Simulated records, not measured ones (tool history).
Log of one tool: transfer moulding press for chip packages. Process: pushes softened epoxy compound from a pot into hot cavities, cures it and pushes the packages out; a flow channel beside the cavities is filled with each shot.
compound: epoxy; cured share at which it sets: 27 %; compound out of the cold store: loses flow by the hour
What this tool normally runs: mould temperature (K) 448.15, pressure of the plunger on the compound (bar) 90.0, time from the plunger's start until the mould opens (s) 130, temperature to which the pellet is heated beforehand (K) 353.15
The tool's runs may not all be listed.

run,hour,mould temperature (K),pressure of the plunger on the compound (bar),time from the plunger's start until the mould opens (s),temperature to which the pellet is heated beforehand (K),incoming compound's hours out of the cold store,length that the compound runs in the flow channel (mm),greatest force on the pins that push the packages out (N)
1,0.0,448.15,90.0,130,353.15,29.0,630,428
2,22.1,448.15,90.0,130,353.15,10.9,671,484
3,42.8,448.15,86.3,130,353.15,15.1,648,541
4,77.0,448.15,90.0,130,353.15,35.2,617,569
# hour 90.2: plunger's sealing rings changed
5,113.3,448.15,90.0,130,353.15,44.9,666,574
# hour 116.8: cavities cleaned with cleaning compound and waxed
6,132.8,448.15,90.0,151,353.15,15.4,734,546
7,150.4,448.15,90.0,151,353.15,26.1,712,532
8,169.3,448.15,90.0,151,353.15,17.5,734,528
# hour 181.2: mould's thermocouples calibrated
9,208.7,448.15,90.0,151,353.15,24.0,700,516
# hour 232.7: cavities cleaned with cleaning compound and waxed
10,244.4,448.15,90.0,130,353.15,36.2,678,453
# hour 250.3: cavities cleaned with cleaning compound and waxed, once more
11,274.3,448.15,90.0,130,353.15,27.4,698,480
12,310.5,448.15,90.0,130,353.15,21.9,703,546
13,330.9,448.15,90.0,114,353.15,20.7,712,727
14,355.0,448.15,90.0,130,353.15,41.3,657,581
# hour 365.0: cavities cleaned with cleaning compound and waxed
15,380.1,448.15,90.0,144,353.15,12.4,707,413
16,417.5,448.15,102.2,149,358.15,11.7,749,475
17,435.7,451.15,86.7,158,356.15,43.7,626,440
18,452.8,446.15,86.7,142,356.15,17.9,685,564
# hour 479.1: cavities cleaned with cleaning compound and waxed
19,479.1,447.15,106.3,146,349.15,37.1,716,383
20,505.3,447.15,106.3,146,349.15,23.3,734,447
21,529.9,447.15,106.3,146,349.15,44.1,686,487
22,561.1,447.15,106.3,146,349.15,27.1,717,555
23,582.7,447.15,106.3,150,349.15,20.4,734,518
# hour 595.4: cavities cleaned with cleaning compound and waxed
24,609.5,451.15,73.9,141,357.15,12.8,615,389
25,633.8,446.15,73.9,160,357.15,46.9,563,438
26,663.6,448.15,82.4,147,353.15,20.7,632,497
27,692.8,448.15,98.2,116,354.15,41.4,653,717
# hour 710.5: cavities cleaned with cleaning compound and waxed
28,725.6,448.15,90.0,115,353.15,25.4,637,580

Below, each run's measurement less what the same run would have read without the hidden state. Both values contain the same run-to-run variation, but the gauge's scatter may not be the same in both:
Unlogged tool condition in this case: true mould temperature over the reading, C; pressure that reaches the compound, % of what is set; grip of the stained cavities, % over clean ones'; drift of the gauge itself on flow_mm, %; drift of the gauge itself on push_out_n, %.
run,length that the compound runs in the flow channel (mm),greatest force on the pins that push the packages out (N)
1,-74,+22
2,-81,+89
3,-81,+136
4,-83,+176
5,+0,+194
6,-2,+200
7,-4,+197
8,-6,+195
9,-12,+188
10,-16,+56
11,-20,+84
12,-24,+150
13,-27,+226
14,-27,+191
15,-32,+52
16,-39,+121
17,-35,+125
18,-40,+180
19,-45,+14
20,-49,+86
21,-50,+126
22,-56,+170
23,-60,+170
24,-53,+49
25,-51,+100
26,-61,+144
27,-68,+247
28,-70,+99

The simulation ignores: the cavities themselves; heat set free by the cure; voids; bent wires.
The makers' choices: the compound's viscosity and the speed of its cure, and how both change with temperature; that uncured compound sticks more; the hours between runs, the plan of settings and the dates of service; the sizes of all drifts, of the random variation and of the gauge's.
